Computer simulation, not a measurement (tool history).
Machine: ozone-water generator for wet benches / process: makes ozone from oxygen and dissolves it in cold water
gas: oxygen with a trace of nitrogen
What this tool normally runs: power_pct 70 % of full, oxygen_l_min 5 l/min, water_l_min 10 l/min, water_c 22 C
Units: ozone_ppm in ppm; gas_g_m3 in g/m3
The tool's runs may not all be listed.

run,hour,power_pct,oxygen_l_min,water_l_min,water_c,ozone_ppm,gas_g_m3
1,0,70,5,10,22,24.9,180
2,39.4,70,5,10,22,24.6,179.3
3,61.2,70,5,10,22,24.4,178.9
4,95.7,70,5,10,22,24.5,179.4
# hour 113.2: water thermometer calibrated
5,135.6,70,5,10,14,28.5,177.4
6,153.6,70,5,10,22,24.1,179.8
7,193.2,70,5,10,22,24.1,179.1
8,219.2,73,5,10,22,25,185
# hour 226.2: water thermometer calibrated, once more
9,259.9,73,5,10,22,25.6,185.5
10,296.4,73,5,10,22,25.5,184.6
11,328.5,73,5,10,22,25.3,182.9
12,350.1,70,5,10,22,24.4,176.8
13,373.1,48,5,10,22,17.3,125.5
14,416.8,70,5,10,22,24.2,176.7
15,441.9,70,5,10,22,24.1,174.7
16,470.2,70,5,11,22,22.6,176.3
17,489.6,70,3.74,6,22,32.8,196.2
18,513,90,7.42,10,22,29.2,186.4
19,554.7,95,7.42,10,23,29.8,195.2

What will run 20 give?
20,574.6,40,7.42,10,23,?,?

{"run 20": {"ozone_ppm": 14.1, "gas_g_m3": 91.3}}
Minus the tool's unlogged condition, the same run would have read ozone_ppm 14.7 ppm, gas_g_m3 93.9 g/m3.
